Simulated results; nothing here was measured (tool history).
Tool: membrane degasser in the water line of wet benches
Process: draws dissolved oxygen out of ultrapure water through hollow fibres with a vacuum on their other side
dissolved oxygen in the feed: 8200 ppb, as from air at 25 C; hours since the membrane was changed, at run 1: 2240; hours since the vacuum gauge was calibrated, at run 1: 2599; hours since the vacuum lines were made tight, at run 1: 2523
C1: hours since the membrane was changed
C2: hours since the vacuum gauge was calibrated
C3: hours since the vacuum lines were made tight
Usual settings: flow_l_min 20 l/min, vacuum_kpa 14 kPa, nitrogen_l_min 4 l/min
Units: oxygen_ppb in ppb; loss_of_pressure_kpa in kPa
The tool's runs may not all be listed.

Run 1, day 0: usual settings; C1 2240; C2 2599; C3 2523. Result: oxygen_ppb 136.8 ppb, loss_of_pressure_kpa 27.24 kPa.
Run 2, day 2.671: usual settings; C1 2304; C2 2663; C3 2587. Result: oxygen_ppb 137.9 ppb, loss_of_pressure_kpa 27.28 kPa.
Run 3, day 4.217: usual settings; C1 2341; C2 2700; C3 2624. Result: oxygen_ppb 137.3 ppb, loss_of_pressure_kpa 27.18 kPa.
Run 4, day 6.875: usual settings; C1 2405; C2 2764; C3 2688. Result: oxygen_ppb 138.6 ppb, loss_of_pressure_kpa 27.05 kPa.
Run 5, day 9.717: usual settings but nitrogen_l_min 10.78 l/min; C1 2473; C2 2832; C3 2756. Result: oxygen_ppb 55 ppb, loss_of_pressure_kpa 27.11 kPa.
Run 6, day 12.712: usual settings; C1 2545; C2 2904; C3 2828. Result: oxygen_ppb 139 ppb, loss_of_pressure_kpa 27.26 kPa.
Run 7, day 14.275: usual settings; C1 2582; C2 2942; C3 2865. Result: oxygen_ppb 137.5 ppb, loss_of_pressure_kpa 27.46 kPa.
Run 8, day 16.112: usual settings but vacuum_kpa 17.5 kPa; C1 2626; C2 2986; C3 2910. Result: oxygen_ppb 180.6 ppb, loss_of_pressure_kpa 27.54 kPa.
Run 9, day 18.883: usual settings but vacuum_kpa 17.5 kPa; C1 2693; C2 3052; C3 2976. Result: oxygen_ppb 181.5 ppb, loss_of_pressure_kpa 27.25 kPa.
Run 10, day 20.908: usual settings; C1 2741; C2 3101; C3 3025. Result: oxygen_ppb 138 ppb, loss_of_pressure_kpa 27.65 kPa.
Run 11, day 22.229: usual settings; C1 2773; C2 3132; C3 3056. Result: oxygen_ppb 137.6 ppb, loss_of_pressure_kpa 27.17 kPa.
Run 12, day 23.942: usual settings; C1 2814; C2 3174; C3 3097. Result: oxygen_ppb 138.3 ppb, loss_of_pressure_kpa 27.2 kPa.
Run 13, day 26.75: usual settings; C1 2882; C2 3241; C3 3165. Result: oxygen_ppb 139.7 ppb, loss_of_pressure_kpa 27.62 kPa.
Run 14, day 28.25: usual settings; C1 2918; C2 3277; C3 3201. Result: oxygen_ppb 136.6 ppb, loss_of_pressure_kpa 27.41 kPa.
At day 28.512: vacuum gauge calibrated.
Run 15, day 29.521: usual settings; C1 2948; C2 24; C3 3231. Result: oxygen_ppb 141.6 ppb, loss_of_pressure_kpa 27.34 kPa.
Run 16, day 31.212: usual settings; C1 2988; C2 65; C3 3272. Result: oxygen_ppb 137.9 ppb, loss_of_pressure_kpa 27.04 kPa.
Run 17, day 32.938: usual settings but flow_l_min 16 l/min, vacuum_kpa 23.5 kPa; C1 3030; C2 106; C3 3313. Result: oxygen_ppb 204.5 ppb, loss_of_pressure_kpa 21.87 kPa.
Run 18, day 35.329: usual settings but flow_l_min 26 l/min, vacuum_kpa 22.2 kPa, nitrogen_l_min 9.84 l/min; C1 3087; C2 164; C3 3370. Result: oxygen_ppb 134.9 ppb, loss_of_pressure_kpa 35.19 kPa.
Run 19, day 36.825: usual settings but flow_l_min 19 l/min, nitrogen_l_min 7.56 l/min; C1 3123; C2 200; C3 3406. Result: oxygen_ppb 74.1 ppb, loss_of_pressure_kpa 26.22 kPa.
Run 20, day 38.371: usual settings but flow_l_min 19 l/min, nitrogen_l_min 7.56 l/min; C1 3160; C2 237; C3 3443. Result: oxygen_ppb 73.2 ppb, loss_of_pressure_kpa 25.7 kPa.
Run 21, day 40.971: usual settings but vacuum_kpa 13.4 kPa, nitrogen_l_min 3.19 l/min; C1 3222; C2 299; C3 3506. Result: oxygen_ppb 161.7 ppb, loss_of_pressure_kpa 27.54 kPa.
Run 22, day 42.712: usual settings but vacuum_kpa 13.4 kPa, nitrogen_l_min 3.29 l/min; C1 3264; C2 341; C3 3547. Result: oxygen_ppb 160.9 ppb, loss_of_pressure_kpa 27.46 kPa.
At day 43.108: vacuum gauge calibrated, once more.
Run 23, day 44.629: usual settings but vacuum_kpa 13.4 kPa, nitrogen_l_min 3.29 l/min; C1 3310; C2 37; C3 3593. Result: oxygen_ppb 155.7 ppb, loss_of_pressure_kpa 27.42 kPa.
Run 24, day 46.317: usual settings but vacuum_kpa 13.4 kPa, nitrogen_l_min 3.29 l/min; C1 3350; C2 77; C3 3634. Result: oxygen_ppb 150.7 ppb, loss_of_pressure_kpa 27.51 kPa.

The next listed run, before its measurement:
Run 25, day 48.717: usual settings but vacuum_kpa 13.4 kPa, nitrogen_l_min 3.29 l/min; C1 3408; C2 135; C3 3691. Result: oxygen_ppb ?, loss_of_pressure_kpa ?.

Run 25 gave oxygen_ppb 154.9 ppb, loss_of_pressure_kpa 27.66 kPa.
Without the tool's hidden state the same run would have given oxygen_ppb 151.9 ppb, loss_of_pressure_kpa 27.05 kPa.
